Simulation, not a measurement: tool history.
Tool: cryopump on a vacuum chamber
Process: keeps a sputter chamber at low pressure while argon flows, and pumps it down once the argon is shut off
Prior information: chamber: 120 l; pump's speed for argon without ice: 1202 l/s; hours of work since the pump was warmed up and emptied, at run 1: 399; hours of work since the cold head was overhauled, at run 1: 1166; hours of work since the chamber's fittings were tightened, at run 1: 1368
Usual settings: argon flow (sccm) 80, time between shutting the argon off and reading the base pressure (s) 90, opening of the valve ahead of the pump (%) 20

run,hour,argon flow (sccm),time between shutting the argon off and reading the base pressure (s),opening of the valve ahead of the pump (%),hours of work since the pump was warmed up and emptied,hours of work since the cold head was overhauled,hours of work since the chamber's fittings were tightened,pressure while argon flows (Pa),pressure after the wait (uPa)
1,0,80,90,20,399,1166,1368,0.5879,2.76
2,58.9,80,90,18,423,1191,1393,0.6472,2.84
3,127.9,80,90,18,452,1219,1421,0.6515,2.83
4,202.1,80,90,18,482,1250,1452,0.6523,2.95
5,276.8,80,234,20,513,1281,1483,0.5941,2.75
6,351,80,234,20,544,1311,1513,0.5954,2.79
7,414.1,80,234,20,570,1338,1540,0.6012,2.83
8,473.3,80,234,20,595,1362,1564,0.6026,2.92
9,527.1,80,234,20,617,1384,1586,0.5978,3.08
10,596,80,234,20,645,1413,1615,0.6091,3.14
11,637.3,80,234,20,662,1430,1632,0.6065,3.06
12,675.9,80,234,20,678,1446,1648,0.6043,3.15
13,749.3,80,90,20,709,1476,1678,0.6086,3.6
14,809.4,80,90,20,734,1501,1703,0.6124,3.77
# hour 833.5: pump warmed up, emptied and cooled again
15,884.8,80,90,20,21,1530,1732,0.5671,2.85
16,958,80,90,20,51,1560,1762,0.5689,2.97
17,990.8,80,90,20,65,1574,1776,0.5727,2.95
18,1032.1,113,166,20,82,1591,1793,0.8012,2.69
# hour 1065.8: leaking fittings of the chamber tightened, without venting
19,1074.5,49,90,20,99,1608,4,0.3505,0.87
20,1106,88,90,20,112,1621,17,0.6267,0.88
21,1159.5,136,27,24,134,1643,39,0.8139,2.23
22,1197.7,38,27,47,150,1659,55,0.1182,2.28
23,1230,38,27,47,163,1672,68,0.1189,2.29
24,1286.1,80,90,27,186,1695,91,0.4281,0.99
25,1353.9,119,90,16,214,1723,119,1.0699,1.03
26,1409.4,119,90,16,237,1746,142,1.0719,1.05
27,1461.3,134,93,39,259,1768,164,0.5147,1.1
28,1509.7,80,31,25,279,1788,184,0.4669,2.24
29,1569.1,39,50,42,303,1812,208,0.1405,1.61
30,1629.9,80,52,44,329,1838,233,0.2758,1.63
31,1662.1,80,52,44,342,1851,247,0.2782,1.63
32,1734.3,35,105,22,372,1881,276,0.2343,1.15
33,1776.8,35,105,22,389,1898,294,0.2353,1.22

The same runs without the tool's hidden state, with the same run-to-run variation:
The hidden state here: pump's speed, % of a pump's without ice; cold plate's temperature, K; leak into the chamber, uPa l/s; drift of the gauge itself on working_pa, %; drift of the gauge itself on base_upa, %.
run,pressure while argon flows (Pa),pressure after the wait (uPa)
1,0.5628,0.81
2,0.6208,0.81
3,0.6231,0.76
4,0.6219,0.81
5,0.5615,0.48
6,0.5604,0.48
7,0.5639,0.48
8,0.5636,0.45
9,0.5575,0.51
10,0.5659,0.46
11,0.5623,0.44
12,0.5591,0.47
13,0.5604,0.8
14,0.5618,0.84
15,0.563,0.82
16,0.5634,0.85
17,0.5665,0.8
18,0.7913,0.54
19,0.3457,0.81
20,0.6175,0.81
21,0.7978,2.14
22,0.1133,2.16
23,0.1136,2.15
24,0.4159,0.82
25,1.0495,0.82
26,1.0497,0.82
27,0.4873,0.83
28,0.4495,1.93
29,0.1313,1.27
30,0.2555,1.24
31,0.257,1.22
32,0.2242,0.7
33,0.2246,0.73
